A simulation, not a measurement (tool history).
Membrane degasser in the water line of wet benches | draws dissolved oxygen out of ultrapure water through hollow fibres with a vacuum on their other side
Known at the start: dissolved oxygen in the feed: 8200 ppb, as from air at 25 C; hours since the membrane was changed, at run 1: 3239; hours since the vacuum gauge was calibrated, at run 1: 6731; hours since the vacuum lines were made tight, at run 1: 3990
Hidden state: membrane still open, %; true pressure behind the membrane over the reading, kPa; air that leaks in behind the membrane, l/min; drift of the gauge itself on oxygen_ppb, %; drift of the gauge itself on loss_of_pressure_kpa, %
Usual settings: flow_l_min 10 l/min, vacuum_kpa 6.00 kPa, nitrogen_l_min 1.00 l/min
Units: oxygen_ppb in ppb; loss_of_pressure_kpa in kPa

| run | hour | flow_l_min | vacuum_kpa | nitrogen_l_min | hours since the membrane was changed | hours since the vacuum gauge was calibrated | hours since the vacuum lines were made tight | oxygen_ppb | loss_of_pressure_kpa |
|---|---|---|---|---|---|---|---|---|---|
| 1 | 0.0 | 10 | 6.00 | 1.00 | 3239 | 6731 | 3990 | 81.7 | 31.19 |
|  | 58.5 | vacuum gauge calibrated |
| 2 | 70.4 | 10 | 6.00 | 1.00 | 3309 | 12 | 4060 | 71.7 | 31.10 |
| 3 | 174.3 | 10 | 6.00 | 1.00 | 3413 | 116 | 4164 | 70.1 | 31.33 |
| 4 | 264.6 | 10 | 6.00 | 1.00 | 3503 | 206 | 4254 | 71.0 | 31.17 |
| 5 | 359.1 | 10 | 4.66 | 1.00 | 3598 | 301 | 4349 | 38.4 | 30.88 |
| 6 | 401.1 | 10 | 6.00 | 1.00 | 3640 | 343 | 4391 | 71.3 | 31.33 |
| 7 | 449.8 | 10 | 6.00 | 1.00 | 3689 | 391 | 4439 | 71.7 | 31.05 |
| 8 | 518.8 | 6 | 6.00 | 1.00 | 3758 | 460 | 4508 | 43.0 | 18.76 |
| 9 | 561.3 | 6 | 6.00 | 1.00 | 3800 | 503 | 4551 | 44.3 | 18.87 |
| 10 | 609.4 | 10 | 6.00 | 1.00 | 3848 | 551 | 4599 | 71.2 | 31.16 |
| 11 | 710.6 | 10 | 6.00 | 1.00 | 3949 | 652 | 4700 | 72.6 | 31.10 |
| 12 | 794.9 | 9 | 6.97 | 0.69 | 4034 | 736 | 4784 | 121.1 | 28.17 |
| 13 | 888.9 | 9 | 4.37 | 2.04 | 4128 | 830 | 4878 | 15.3 | 28.13 |
| 14 | 966.9 | 8 | 6.00 | 0.66 | 4206 | 908 | 4956 | 84.5 | 24.96 |
| 15 | 1012.0 | 10 | 12.17 | 2.41 | 4251 | 953 | 5001 | 98.5 | 31.07 |
| 16 | 1094.7 | 9 | 6.00 | 0.74 | 4334 | 1036 | 5084 | 84.3 | 28.01 |
| 17 | 1183.0 | 7 | 8.18 | 1.29 | 4422 | 1125 | 5173 | 71.2 | 22.11 |
| 18 | 1259.9 | 13 | 4.20 | 2.07 | 4499 | 1201 | 5249 | 29.5 | 40.56 |
| 19 | 1336.8 | 13 | 4.20 | 2.07 | 4576 | 1278 | 5326 | 29.2 | 40.69 |
| 20 | 1412.4 | 13 | 4.20 | 2.07 | 4651 | 1354 | 5402 | 29.3 | 40.65 |
| 21 | 1473.3 | 9 | 4.23 | 0.46 | 4712 | 1415 | 5463 | 51.0 | 28.22 |
| 22 | 1549.1 | 10 | 7.23 | 2.62 | 4788 | 1491 | 5539 | 43.7 | 31.44 |

5 ways to go on from here, each from the tool as it stands after run 22. What would each give?
| A | 1643.4 | 10 | 5.85 | 2.62 | 4882 | 1585 | 5633 | ? | ? |
| B | 1643.4 | 8 | 7.15 | 1.00 | 4882 | 1585 | 5633 | ? | ? |
| C | 1643.4 | 7 | 3.97 | 2.62 | 4882 | 1585 | 5633 | ? | ? |
| D | 1643.4 | 11 | 7.23 | 0.56 | 4882 | 1585 | 5633 | ? | ? |
| E | 1643.4 | 10 | 13.72 | 0.81 | 4882 | 1585 | 5633 | ? | ? |

| run | oxygen_ppb | loss_of_pressure_kpa |
|---|---|---|
| A | 29.5 | 31.24 |
| B | 82.0 | 25.08 |
| C | 6.1 | 21.94 |
| D | 186.9 | 34.59 |
| E | 311.7 | 31.45 |
Without the tool's hidden state the same runs would have given:
| run | oxygen_ppb | loss_of_pressure_kpa |
|---|---|---|
| A | 26.8 | 30.42 |
| B | 75.9 | 24.42 |
| C | 5.0 | 21.37 |
| D | 178.0 | 33.68 |
| E | 297.2 | 30.63 |

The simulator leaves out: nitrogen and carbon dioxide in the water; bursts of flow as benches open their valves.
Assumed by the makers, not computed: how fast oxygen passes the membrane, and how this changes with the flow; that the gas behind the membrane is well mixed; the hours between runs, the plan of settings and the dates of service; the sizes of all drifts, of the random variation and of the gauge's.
